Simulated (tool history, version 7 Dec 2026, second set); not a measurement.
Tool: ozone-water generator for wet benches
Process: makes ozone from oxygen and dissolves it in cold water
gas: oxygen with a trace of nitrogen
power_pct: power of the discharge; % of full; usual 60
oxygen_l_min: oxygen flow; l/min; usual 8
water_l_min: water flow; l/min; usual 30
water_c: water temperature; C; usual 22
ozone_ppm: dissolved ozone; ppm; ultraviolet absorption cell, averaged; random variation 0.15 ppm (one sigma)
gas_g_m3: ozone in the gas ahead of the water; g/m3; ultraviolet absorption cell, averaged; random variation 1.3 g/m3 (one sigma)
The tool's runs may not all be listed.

run 1 hour=0 | power_pct=60 oxygen_l_min=8 water_l_min=30 water_c=22 | ozone_ppm=18.5 gas_g_m3=240.1
run 2 hour=35.5 | power_pct=49 oxygen_l_min=8 water_l_min=30 water_c=22 | ozone_ppm=16.6 gas_g_m3=217.5
run 3 hour=65.2 | power_pct=60 oxygen_l_min=8 water_l_min=30 water_c=22 | ozone_ppm=18.3 gas_g_m3=242.4
run 4 hour=85.4 | power_pct=60 oxygen_l_min=8 water_l_min=30 water_c=22 | ozone_ppm=18.5 gas_g_m3=241.7
run 5 hour=117.6 | power_pct=60 oxygen_l_min=8 water_l_min=35 water_c=22 | ozone_ppm=16.7 gas_g_m3=240.7
run 6 hour=154.4 | power_pct=71 oxygen_l_min=8 water_l_min=30 water_c=22 | ozone_ppm=20.2 gas_g_m3=262.7
run 7 hour=190.1 | power_pct=71 oxygen_l_min=8 water_l_min=30 water_c=22 | ozone_ppm=20.3 gas_g_m3=265.6
-- hour=194.2 water thermometer calibrated
run 8 hour=224.5 | power_pct=60 oxygen_l_min=8 water_l_min=30 water_c=17 | ozone_ppm=20.3 gas_g_m3=239.9
run 9 hour=263.5 | power_pct=69 oxygen_l_min=7.21 water_l_min=30 water_c=20 | ozone_ppm=20.2 gas_g_m3=271.3
-- hour=285.1 water thermometer calibrated, once more
run 10 hour=293.3 | power_pct=60 oxygen_l_min=4.45 water_l_min=21 water_c=16 | ozone_ppm=23.2 gas_g_m3=296.5
run 11 hour=332 | power_pct=99 oxygen_l_min=9.59 water_l_min=21 water_c=16 | ozone_ppm=34.4 gas_g_m3=296.6
run 12 hour=375 | power_pct=91 oxygen_l_min=5.09 water_l_min=33 water_c=16 | ozone_ppm=20.6 gas_g_m3=354.9
run 13 hour=409.4 | power_pct=52 oxygen_l_min=5.11 water_l_min=33 water_c=16 | ozone_ppm=15.5 gas_g_m3=263.1
run 14 hour=453.4 | power_pct=52 oxygen_l_min=4.59 water_l_min=33 water_c=16 | ozone_ppm=14.7 gas_g_m3=272.8
run 15 hour=494.6 | power_pct=42 oxygen_l_min=4.58 water_l_min=24 water_c=17 | ozone_ppm=16.9 gas_g_m3=241.5

Forecast each of these 5 alternatives for the next run:
run A hour=524.8 | power_pct=42 oxygen_l_min=4.58 water_l_min=20 water_c=15 | ozone_ppm=? gas_g_m3=?
run B hour=524.8 | power_pct=42 oxygen_l_min=4.58 water_l_min=24 water_c=25 | ozone_ppm=? gas_g_m3=?
run C hour=524.8 | power_pct=42 oxygen_l_min=4.58 water_l_min=24 water_c=24 | ozone_ppm=? gas_g_m3=?
run D hour=524.8 | power_pct=55 oxygen_l_min=4.58 water_l_min=24 water_c=23 | ozone_ppm=? gas_g_m3=?
run E hour=524.8 | power_pct=73 oxygen_l_min=4.58 water_l_min=37 water_c=17 | ozone_ppm=? gas_g_m3=?

run=A ozone_ppm=20.4 gas_g_m3=243.6
run=B ozone_ppm=15.4 gas_g_m3=244.2
run=C ozone_ppm=15.4 gas_g_m3=242.8
run=D ozone_ppm=18.4 gas_g_m3=283.4
run=E ozone_ppm=15.7 gas_g_m3=329.9
Without the tool's hidden state the same runs would have given:
run=A ozone_ppm=21.3 gas_g_m3=249.8
run=B ozone_ppm=16.1 gas_g_m3=250.4
run=C ozone_ppm=16.1 gas_g_m3=248.9
run=D ozone_ppm=19.3 gas_g_m3=292
run=E ozone_ppm=16.6 gas_g_m3=341.7
